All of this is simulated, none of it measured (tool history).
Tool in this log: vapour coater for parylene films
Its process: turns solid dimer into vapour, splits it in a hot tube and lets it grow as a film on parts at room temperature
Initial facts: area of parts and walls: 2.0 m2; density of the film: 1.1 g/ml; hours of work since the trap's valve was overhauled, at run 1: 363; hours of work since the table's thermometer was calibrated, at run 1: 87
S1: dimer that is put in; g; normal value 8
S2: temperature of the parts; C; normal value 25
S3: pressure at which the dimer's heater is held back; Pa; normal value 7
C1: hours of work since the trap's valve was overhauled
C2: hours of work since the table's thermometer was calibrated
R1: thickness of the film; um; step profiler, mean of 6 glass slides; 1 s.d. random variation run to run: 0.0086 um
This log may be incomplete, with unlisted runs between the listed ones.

| run | hour | S1 | S2 | S3 | C1 | C2 | R1 |
|---|---|---|---|---|---|---|---|
| 1 | 0 | 8 | 25 | 7 | 363 | 87 | 1.755 |
| 2 | 11.4 | 8 | 19 | 7 | 369 | 92 | 2.09 |
| 3 | 27.9 | 8 | 27 | 7 | 376 | 100 | 1.654 |
| 4 | 42.7 | 8 | 27 | 7 | 383 | 107 | 1.654 |
| 5 | 50 | 8 | 27 | 7 | 387 | 110 | 1.652 |
|  | 59.3 | trap's valve overhauled |
| 6 | 69.4 | 8 | 27 | 7 | 5 | 118 | 1.646 |
| 7 | 78.9 | 8 | 36 | 7 | 9 | 122 | 1.267 |
| 8 | 89.1 | 8 | 36 | 7 | 14 | 127 | 1.246 |
| 9 | 101.4 | 8 | 36 | 7 | 20 | 133 | 1.264 |
| 10 | 117.6 | 8 | 25 | 7 | 28 | 141 | 1.738 |
| 11 | 126.2 | 8 | 25 | 7 | 32 | 145 | 1.726 |
| 12 | 139.1 | 8 | 25 | 3.28 | 38 | 151 | 2.042 |
| 13 | 153.2 | 8 | 25 | 3.28 | 45 | 157 | 2.008 |
|  | 157 | gauge calibrated |
| 14 | 160.5 | 8 | 25 | 7 | 48 | 161 | 1.76 |
| 15 | 175.9 | 8 | 25 | 2.51 | 55 | 168 | 2.199 |
| 16 | 189.6 | 8 | 25 | 2.51 | 62 | 175 | 2.183 |
| 17 | 201.7 | 8 | 25 | 2.51 | 68 | 180 | 2.183 |
| 18 | 212.3 | 8 | 25 | 2.51 | 73 | 185 | 2.155 |
| 19 | 220.5 | 8 | 25 | 2.51 | 77 | 189 | 2.165 |
| 20 | 232.9 | 8 | 25 | 2.51 | 82 | 195 | 2.158 |
| 21 | 241.6 | 8 | 17 | 7 | 87 | 199 | 2.198 |
| 22 | 250.1 | 8 | 17 | 7 | 91 | 203 | 2.172 |
| 23 | 266.5 | 6 | 34 | 7 | 98 | 211 | 0.987 |
| 24 | 282.4 | 6 | 34 | 7 | 106 | 219 | 0.996 |
| 25 | 299 | 6 | 34 | 7 | 114 | 227 | 0.999 |
| 26 | 312.9 | 6 | 34 | 7 | 120 | 233 | 0.981 |
| 27 | 323 | 8 | 24 | 3.72 | 125 | 238 | 2.013 |
| 28 | 330.3 | 8 | 24 | 3.72 | 129 | 241 | 2.008 |
| 29 | 346.4 | 7 | 24 | 11.24 | 136 | 249 | 1.377 |
| 30 | 355.2 | 7 | 24 | 11.24 | 140 | 253 | 1.381 |
| 31 | 372.2 | 7 | 24 | 11.24 | 148 | 261 | 1.399 |
| 32 | 379.9 | 8 | 25 | 11.2 | 152 | 265 | 1.544 |
|  | 383.4 | gauge calibrated |
| 33 | 388.8 | 3 | 35 | 7.4 | 156 | 269 | 0.496 |

Run 34 is up next; what results do you expect?
| 34 | 405 | 5 | 31 | 7 | 164 | 277 | ? |

Run 34 came out at R1 0.928 um.
Had the tool carried no hidden state, the very same run would have given R1 0.932 um.

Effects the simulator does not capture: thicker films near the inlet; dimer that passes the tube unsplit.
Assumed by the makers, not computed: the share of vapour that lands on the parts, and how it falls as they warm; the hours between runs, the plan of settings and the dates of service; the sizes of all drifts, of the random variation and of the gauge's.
